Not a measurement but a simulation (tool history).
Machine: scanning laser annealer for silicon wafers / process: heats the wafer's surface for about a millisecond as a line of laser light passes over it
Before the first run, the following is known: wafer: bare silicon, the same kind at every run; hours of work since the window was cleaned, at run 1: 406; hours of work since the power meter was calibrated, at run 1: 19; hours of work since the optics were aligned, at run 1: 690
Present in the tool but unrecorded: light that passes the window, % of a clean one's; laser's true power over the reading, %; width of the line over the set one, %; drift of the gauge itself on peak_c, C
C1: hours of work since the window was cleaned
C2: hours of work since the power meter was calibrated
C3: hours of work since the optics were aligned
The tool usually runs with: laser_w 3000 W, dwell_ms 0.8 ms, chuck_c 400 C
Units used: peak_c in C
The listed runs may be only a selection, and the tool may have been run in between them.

run 1 hour=0 | laser_w=3000 dwell_ms=0.8 chuck_c=400 | C1=406 C2=19 C3=690 | peak_c=1088
run 2 hour=11.8 | laser_w=3000 dwell_ms=0.987 chuck_c=400 | C1=412 C2=25 C3=696 | peak_c=1163
run 3 hour=23.9 | laser_w=3000 dwell_ms=0.8 chuck_c=400 | C1=418 C2=31 C3=702 | peak_c=1088
run 4 hour=30 | laser_w=3000 dwell_ms=0.697 chuck_c=400 | C1=421 C2=34 C3=705 | peak_c=1042
run 5 hour=39.1 | laser_w=3000 dwell_ms=0.697 chuck_c=400 | C1=426 C2=39 C3=710 | peak_c=1043
run 6 hour=46.9 | laser_w=3000 dwell_ms=0.697 chuck_c=400 | C1=430 C2=43 C3=714 | peak_c=1041
run 7 hour=57.2 | laser_w=3000 dwell_ms=0.697 chuck_c=400 | C1=435 C2=48 C3=719 | peak_c=1040
-- hour=67.9 window over the wafer cleaned
run 8 hour=69.5 | laser_w=3000 dwell_ms=0.697 chuck_c=400 | C1=1 C2=53 C3=724 | peak_c=1065
run 9 hour=82.3 | laser_w=3000 dwell_ms=0.697 chuck_c=400 | C1=7 C2=59 C3=730 | peak_c=1069
run 10 hour=95 | laser_w=3000 dwell_ms=0.697 chuck_c=400 | C1=14 C2=66 C3=737 | peak_c=1062
run 11 hour=102.5 | laser_w=3000 dwell_ms=0.672 chuck_c=400 | C1=17 C2=69 C3=740 | peak_c=1054
run 12 hour=110 | laser_w=3000 dwell_ms=0.672 chuck_c=400 | C1=21 C2=73 C3=744 | peak_c=1053
run 13 hour=117.6 | laser_w=3000 dwell_ms=0.672 chuck_c=400 | C1=25 C2=77 C3=748 | peak_c=1052
run 14 hour=123.2 | laser_w=3000 dwell_ms=0.8 chuck_c=400 | C1=28 C2=80 C3=751 | peak_c=1113
run 15 hour=129.9 | laser_w=2574 dwell_ms=0.8 chuck_c=400 | C1=31 C2=83 C3=754 | peak_c=990
run 16 hour=140.2 | laser_w=2574 dwell_ms=0.8 chuck_c=400 | C1=36 C2=88 C3=759 | peak_c=991
run 17 hour=148.1 | laser_w=3000 dwell_ms=0.8 chuck_c=366 | C1=40 C2=92 C3=763 | peak_c=1078
run 18 hour=158.8 | laser_w=3000 dwell_ms=0.8 chuck_c=366 | C1=45 C2=98 C3=768 | peak_c=1077
run 19 hour=169.4 | laser_w=3000 dwell_ms=0.8 chuck_c=375 | C1=51 C2=103 C3=774 | peak_c=1086
run 20 hour=181.6 | laser_w=3000 dwell_ms=0.8 chuck_c=375 | C1=57 C2=109 C3=780 | peak_c=1083
run 21 hour=194.7 | laser_w=3000 dwell_ms=0.8 chuck_c=375 | C1=63 C2=115 C3=786 | peak_c=1083
run 22 hour=202.7 | laser_w=3111 dwell_ms=0.8 chuck_c=422 | C1=67 C2=119 C3=790 | peak_c=1161
run 23 hour=210 | laser_w=3263 dwell_ms=0.8 chuck_c=420 | C1=71 C2=123 C3=794 | peak_c=1205
run 24 hour=216.2 | laser_w=3000 dwell_ms=0.992 chuck_c=427 | C1=74 C2=126 C3=797 | peak_c=1215
run 25 hour=227.1 | laser_w=3000 dwell_ms=0.916 chuck_c=362 | C1=79 C2=132 C3=802 | peak_c=1121
run 26 hour=234.6 | laser_w=3111 dwell_ms=0.608 chuck_c=380 | C1=83 C2=135 C3=806 | peak_c=1027
run 27 hour=247.4 | laser_w=3111 dwell_ms=0.608 chuck_c=380 | C1=90 C2=142 C3=813 | peak_c=1026
run 28 hour=258.1 | laser_w=3012 dwell_ms=0.583 chuck_c=407 | C1=95 C2=147 C3=818 | peak_c=1014
run 29 hour=268.3 | laser_w=3000 dwell_ms=0.676 chuck_c=406 | C1=100 C2=152 C3=823 | peak_c=1055
run 30 hour=276.1 | laser_w=3000 dwell_ms=0.705 chuck_c=402 | C1=104 C2=156 C3=827 | peak_c=1061
run 31 hour=286.2 | laser_w=3000 dwell_ms=0.705 chuck_c=402 | C1=109 C2=161 C3=832 | peak_c=1063
run 32 hour=296.7 | laser_w=3154 dwell_ms=0.69 chuck_c=397 | C1=114 C2=166 C3=837 | peak_c=1093
run 33 hour=302.5 | laser_w=3154 dwell_ms=0.69 chuck_c=397 | C1=117 C2=169 C3=840 | peak_c=1097
run 34 hour=309.6 | laser_w=3154 dwell_ms=0.69 chuck_c=397 | C1=121 C2=173 C3=844 | peak_c=1096
run 35 hour=319 | laser_w=3000 dwell_ms=0.657 chuck_c=421 | C1=125 C2=178 C3=848 | peak_c=1059
run 36 hour=328.9 | laser_w=3000 dwell_ms=0.608 chuck_c=429 | C1=130 C2=182 C3=853 | peak_c=1042
run 37 hour=341.8 | laser_w=3263 dwell_ms=0.767 chuck_c=420 | C1=137 C2=189 C3=860 | peak_c=1185
run 38 hour=349.7 | laser_w=3000 dwell_ms=0.8 chuck_c=428 | C1=141 C2=193 C3=864 | peak_c=1130
run 39 hour=357.9 | laser_w=3000 dwell_ms=0.8 chuck_c=428 | C1=145 C2=197 C3=868 | peak_c=1130
run 40 hour=366.2 | laser_w=3000 dwell_ms=0.8 chuck_c=428 | C1=149 C2=201 C3=872 | peak_c=1130
run 41 hour=373.4 | laser_w=3000 dwell_ms=0.582 chuck_c=401 | C1=153 C2=205 C3=876 | peak_c=998
run 42 hour=379.4 | laser_w=2603 dwell_ms=0.581 chuck_c=402 | C1=156 C2=208 C3=879 | peak_c=906

Hidden state or all else? Some run-to-run changes of peak_c, split into what the settings, what came in and random variation would give without the hidden state, and what is left for the hidden state (with any gauge scatter that isn't in both results):
Run 1 -> 2: dwell_ms 0.8 -> 0.987. peak_c +75 C: hidden state -5, all else +80.
Run 7 -> 8: window over the wafer cleaned. peak_c +25 C: hidden state +24, all else +1.
Run 14 -> 15: laser_w 3000 -> 2574. peak_c -123 C: hidden state +3, all else -126.
Run 36 -> 37: laser_w 3000 -> 3263, dwell_ms 0.608 -> 0.767, chuck_c 429 -> 420. peak_c +143 C: hidden state -5, all else +148.
Run 40 -> 41: dwell_ms 0.8 -> 0.582, chuck_c 428 -> 401. peak_c -132 C: hidden state +4, all else -136.

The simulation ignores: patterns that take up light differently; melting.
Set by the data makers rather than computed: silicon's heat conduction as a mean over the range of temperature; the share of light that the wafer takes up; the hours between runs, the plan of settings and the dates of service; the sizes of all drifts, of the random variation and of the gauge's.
